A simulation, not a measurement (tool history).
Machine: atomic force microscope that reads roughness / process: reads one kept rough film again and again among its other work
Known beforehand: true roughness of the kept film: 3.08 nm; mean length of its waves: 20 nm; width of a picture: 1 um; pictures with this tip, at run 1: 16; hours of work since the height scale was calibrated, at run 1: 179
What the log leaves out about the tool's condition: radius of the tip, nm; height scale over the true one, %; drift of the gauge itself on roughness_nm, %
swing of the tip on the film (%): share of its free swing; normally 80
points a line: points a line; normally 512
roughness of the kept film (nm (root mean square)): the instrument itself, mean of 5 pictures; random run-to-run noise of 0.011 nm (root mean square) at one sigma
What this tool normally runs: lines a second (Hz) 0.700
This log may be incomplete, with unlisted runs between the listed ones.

run   hour  lines a second (Hz)  swing of the tip on the film (%)  points a line  pictures with this tip  hours of work since the height scale was calibrated  roughness of the kept film (nm (root mean square))
  1    0.0                0.700                                80            512                      16                                                  179                                               2.343
  2    8.9                0.556                                80            512                      27                                                  183                                               2.257
  3   17.0                0.556                                80            649                      36                                                  186                                               2.167
  4   26.7                0.700                                80            512                      48                                                  190                                               2.076
  5   35.0                0.700                                80            512                      58                                                  194                                               1.976
  6   41.1                0.700                                80            512                      66                                                  196                                               1.899
  7   47.8                0.700                                80            449                      74                                                  199                                               1.872
  8   59.9                0.700                                80            449                      89                                                  204                                               1.771
      66.4  -- new tip fitted
  9   72.2                0.708                                80            449                       7                                                  209                                               2.400
 10   81.8                0.708                                67            449                      19                                                  213                                               2.336
 11   92.4                0.708                                67            449                      32                                                  217                                               2.207
 12  104.9                0.708                                67            449                      47                                                  222                                               2.088
 13  115.2                2.558                                80            512                      60                                                  227                                               1.763
 14  120.4                2.558                                80            512                      66                                                  229                                               1.746
     122.5  -- height scale calibrated on a step standard
 15  127.5                0.969                                80            512                      74                                                    2                                               1.824
 16  133.5                1.335                                69            494                      81                                                    5                                               1.797
 17  139.0                1.335                                69            494                      88                                                    7                                               1.775

The next listed run, before its measurement:
     146.0  -- new tip fitted
 18  147.6                0.700                                62            280                       2                                                   10                                                   ?

Logged for run 18: roughness of the kept film (nm (root mean square)) 2.538.
Take away the tool's hidden state, keep the run-to-run variation as it was, and the same run would have given roughness of the kept film (nm (root mean square)) 2.563.
